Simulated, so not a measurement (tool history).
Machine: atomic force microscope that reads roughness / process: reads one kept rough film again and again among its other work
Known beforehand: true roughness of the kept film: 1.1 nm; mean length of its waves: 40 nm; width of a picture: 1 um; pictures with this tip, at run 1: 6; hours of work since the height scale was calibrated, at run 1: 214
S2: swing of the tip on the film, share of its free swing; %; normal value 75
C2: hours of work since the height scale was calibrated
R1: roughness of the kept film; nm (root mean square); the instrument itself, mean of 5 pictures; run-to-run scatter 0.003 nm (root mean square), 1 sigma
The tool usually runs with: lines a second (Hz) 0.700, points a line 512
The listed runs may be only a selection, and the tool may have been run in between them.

Run 1, day 0.000: usual settings; pictures with this tip 6; C2 214. Result: R1 1.054 nm (root mean square).
Run 2, day 0.467: usual settings but points a line 761; pictures with this tip 25; C2 221. Result: R1 1.045 nm (root mean square).
Run 3, day 0.946: usual settings but points a line 761; pictures with this tip 46; C2 229. Result: R1 1.026 nm (root mean square).
Run 4, day 1.229: usual settings but points a line 761; pictures with this tip 58; C2 233. Result: R1 1.019 nm (root mean square).
Run 5, day 1.562: usual settings but points a line 261; pictures with this tip 72; C2 239. Result: R1 0.998 nm (root mean square).
At day 1.729: new tip fitted.
Run 6, day 1.967: usual settings but S2 78 %; pictures with this tip 10; C2 245. Result: R1 1.053 nm (root mean square).
At day 2.042: height scale calibrated on a step standard.
Run 7, day 2.250: usual settings but S2 78 %; pictures with this tip 21; C2 3. Result: R1 1.043 nm (root mean square).
Run 8, day 2.567: usual settings but S2 78 %, points a line 683; pictures with this tip 34; C2 8. Result: R1 1.035 nm (root mean square).
Run 9, day 2.854: usual settings but S2 65 %, points a line 683; pictures with this tip 46; C2 13. Result: R1 1.034 nm (root mean square).
Run 10, day 3.104: usual settings but S2 65 %, points a line 683; pictures with this tip 57; C2 17. Result: R1 1.025 nm (root mean square).
Run 11, day 3.558: usual settings but S2 65 %, points a line 683; pictures with this tip 76; C2 24. Result: R1 1.019 nm (root mean square).
At day 3.625: new tip fitted.
Run 12, day 3.808: usual settings but lines a second (Hz) 1.435, S2 63 %, points a line 800; pictures with this tip 8; C2 28. Result: R1 1.055 nm (root mean square).
Run 13, day 4.188: usual settings but points a line 723; pictures with this tip 24; C2 34. Result: R1 1.044 nm (root mean square).
At day 4.654: height scale calibrated on a step standard, once more.
Run 14, day 4.671: usual settings but points a line 260; pictures with this tip 43; C2 0. Result: R1 1.023 nm (root mean square).
Run 15, day 4.992: usual settings but lines a second (Hz) 3.444, points a line 260; pictures with this tip 56; C2 5. Result: R1 0.952 nm (root mean square).
Run 16, day 5.458: usual settings but lines a second (Hz) 3.444, points a line 260; pictures with this tip 76; C2 13. Result: R1 0.941 nm (root mean square).
At day 5.517: new tip fitted.
Run 17, day 5.688: usual settings but lines a second (Hz) 0.778, S2 56 %, points a line 360; pictures with this tip 7; C2 16. Result: R1 1.065 nm (root mean square).
Run 18, day 5.921: usual settings but S2 55 %; pictures with this tip 17; C2 20. Result: R1 1.061 nm (root mean square).
Run 19, day 6.300: usual settings but lines a second (Hz) 2.127, S2 71 %; pictures with this tip 33; C2 26. Result: R1 1.009 nm (root mean square).
Run 20, day 6.721: usual settings but lines a second (Hz) 2.160, S2 69 %, points a line 485; pictures with this tip 51; C2 32. Result: R1 1.004 nm (root mean square).
Run 21, day 6.954: usual settings but lines a second (Hz) 2.160, S2 69 %, points a line 656; pictures with this tip 61; C2 36. Result: R1 1.000 nm (root mean square).

What if the next run were any one of these 5? Each begins from the tool's condition after run 21:
At day 7.383: new tip fitted.
Run A, day 7.404: usual settings but lines a second (Hz) 2.385, S2 78 %, points a line 260; pictures with this tip 1; C2 43. Result: R1 ?.
At day 7.383: new tip fitted.
Run B, day 7.404: usual settings but lines a second (Hz) 1.631, S2 60 %, points a line 534; pictures with this tip 1; C2 43. Result: R1 ?.
At day 7.383: new tip fitted.
Run C, day 7.404: usual settings but lines a second (Hz) 0.511, S2 55 %; pictures with this tip 1; C2 43. Result: R1 ?.
At day 7.383: new tip fitted.
Run D, day 7.404: usual settings but lines a second (Hz) 2.390, S2 72 %; pictures with this tip 1; C2 43. Result: R1 ?.
At day 7.383: new tip fitted.
Run E, day 7.404: usual settings but S2 58 %; pictures with this tip 1; C2 43. Result: R1 ?.

run     R1
  A  1.004
  B  1.060
  C  1.071
  D  1.030
  E  1.073
Without the tool's hidden state the same runs would have given:
run     R1
  A  1.003
  B  1.059
  C  1.070
  D  1.029
  E  1.072

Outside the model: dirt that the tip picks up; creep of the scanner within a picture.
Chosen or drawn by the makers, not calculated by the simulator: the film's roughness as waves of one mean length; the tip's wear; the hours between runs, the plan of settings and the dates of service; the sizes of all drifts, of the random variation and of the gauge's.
